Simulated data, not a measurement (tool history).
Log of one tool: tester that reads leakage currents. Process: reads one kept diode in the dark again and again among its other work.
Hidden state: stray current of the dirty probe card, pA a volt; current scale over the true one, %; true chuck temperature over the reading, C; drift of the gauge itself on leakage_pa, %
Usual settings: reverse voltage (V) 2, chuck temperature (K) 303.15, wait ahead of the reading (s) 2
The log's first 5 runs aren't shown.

run	hour	reverse voltage (V)	chuck temperature (K)	wait ahead of the reading (s)	hours of work since the probe card was cleaned	hours of work since the tester was calibrated	hours of work since the chuck was calibrated	current that the tester gives (pA)
6	730.5	2	323.15	2	1645	1130	314	547.32
7	828.6	2	326.15	2	1693	1179	363	660.53
8	933.4	2	326.15	2	1746	1231	415	663.34
9	1031	8.41	303.15	2	1794	1280	463	249.26
10	1155.1	2	303.15	2	1856	1342	525	140.55
11	1227.4	2	309.15	2	1892	1378	561	215.05
12	1394.7	2	309.15	2	1975	1461	644	215.6
13	1539.3	2	309.15	2	2047	1533	716	215.01
14	1653.5	2	309.15	2	2104	1590	773	215.12
15	1731.5	2	309.15	2	2143	1629	812	215.27
16	1874.9	2	309.15	2	2214	1700	884	214.74
17	1998.3	2.86	303.15	2	2276	1762	945	161.88
# hour 2013.7: probe card cleaned and baked
18	2147.5	2.86	303.15	2	67	1834	1018	161.99
19	2299.3	2	306.15	2	142	1910	1093	174.57
20	2379.1	2	306.15	2	182	1950	1133	173.55
21	2555.6	2	312.15	2	270	2038	1221	264.56
22	2642.2	2.05	316.15	0.42	313	2081	1264	348.94
23	2737.6	18.85	316.15	2.62	360	2128	1312	848.34
24	2833.7	16.6	325.15	1.83	408	2176	1359	1450.15
25	2969.7	2	305.15	0.36	476	2244	1427	161.89
26	3047	2	305.15	0.36	515	2282	1466	161.94
27	3142.9	1.84	324.15	3.73	562	2330	1513	562.35

Run 28 comes next. What will it give?
28	3219.9	4.25	303.15	1.84	601	2368	1552	?

Run 28 gave current that the tester gives (pA) 189.11.
Without the tool's hidden state the same run would have given current that the tester gives (pA) 189.53.

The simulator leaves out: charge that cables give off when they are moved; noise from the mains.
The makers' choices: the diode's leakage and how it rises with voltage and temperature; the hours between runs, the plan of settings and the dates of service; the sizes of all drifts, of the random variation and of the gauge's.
